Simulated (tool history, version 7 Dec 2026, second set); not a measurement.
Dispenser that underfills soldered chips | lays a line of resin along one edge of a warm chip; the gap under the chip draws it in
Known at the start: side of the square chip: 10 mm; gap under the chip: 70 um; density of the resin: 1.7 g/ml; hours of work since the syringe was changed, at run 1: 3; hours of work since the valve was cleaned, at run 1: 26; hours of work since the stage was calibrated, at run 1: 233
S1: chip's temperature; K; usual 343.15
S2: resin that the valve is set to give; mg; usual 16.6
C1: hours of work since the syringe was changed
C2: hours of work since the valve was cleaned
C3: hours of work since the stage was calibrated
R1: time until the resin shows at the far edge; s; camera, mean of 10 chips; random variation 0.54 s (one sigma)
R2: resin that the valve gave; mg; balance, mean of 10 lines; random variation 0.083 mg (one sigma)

run	hour	S1	S2	C1	C2	C3	R1	R2
1	0.0	343.15	16.6	3	26	233	60.9	16.15
2	5.4	343.15	16.6	7	30	237	81.3	16.19
# hour 6.2: new syringe of resin
3	15.4	343.15	16.6	6	36	243	78.8	15.99
# hour 18.4: new syringe of resin
4	26.5	343.15	18.9	5	43	250	70.8	18.20
# hour 30.4: new syringe of resin
5	33.6	343.15	18.9	2	47	254	54.8	18.18
# hour 42.1: new syringe of resin
6	44.8	343.15	15.8	2	54	261	57.1	14.97
7	52.9	343.15	15.8	7	60	266	88.3	15.05
# hour 54.2: new syringe of resin
8	59.4	343.15	15.8	3	64	270	64.0	14.99
# hour 65.6: new syringe of resin
9	69.9	343.15	16.9	3	70	277	60.3	15.79
# hour 77.0: new syringe of resin
10	77.4	343.15	16.9	0	75	282	49.4	15.76
11	83.1	343.15	16.9	4	78	285	66.4	15.72
# hour 88.6: new syringe of resin
12	89.5	355.15	14.3	1	82	289	34.4	13.27
13	95.4	345.15	16.9	4	86	293	63.4	15.62
# hour 100.8: new syringe of resin
14	101.0	330.15	19.5	0	90	296	81.6	17.79
# hour 112.2: new syringe of resin
15	112.2	339.15	18.7	0	97	303	56.4	16.88
# hour 118.2: dispensing valve cleaned and set on the balance
16	122.6	329.15	20.5	6	3	310	134.6	20.54
# hour 124.7: new syringe of resin
17	129.5	349.15	15.6	3	7	314	48.7	15.48
# hour 136.8: new syringe of resin
18	141.1	349.15	15.6	3	14	321	47.7	15.44
19	146.4	350.15	16.7	6	18	324	59.5	16.33

The same runs without the tool's hidden state, with the same run-to-run variation:
The hidden state here: resin's viscosity, % of fresh resin's; dose that the valve gives, % of what is set; true chip temperature over the reading, C; drift of the gauge itself on fill_s, %; drift of the gauge itself on given_mg, %.
run	R1	R2
1	44.8	16.55
2	45.0	16.64
3	45.9	16.53
4	44.0	18.93
5	44.2	19.00
6	45.9	15.75
7	46.5	15.90
8	45.3	15.92
9	44.5	16.87
10	45.0	16.92
11	44.9	16.93
12	30.3	14.34
13	41.5	16.95
14	75.4	19.38
15	52.0	18.52
16	76.4	20.59
17	35.9	15.58
18	36.6	15.64
19	34.5	16.59
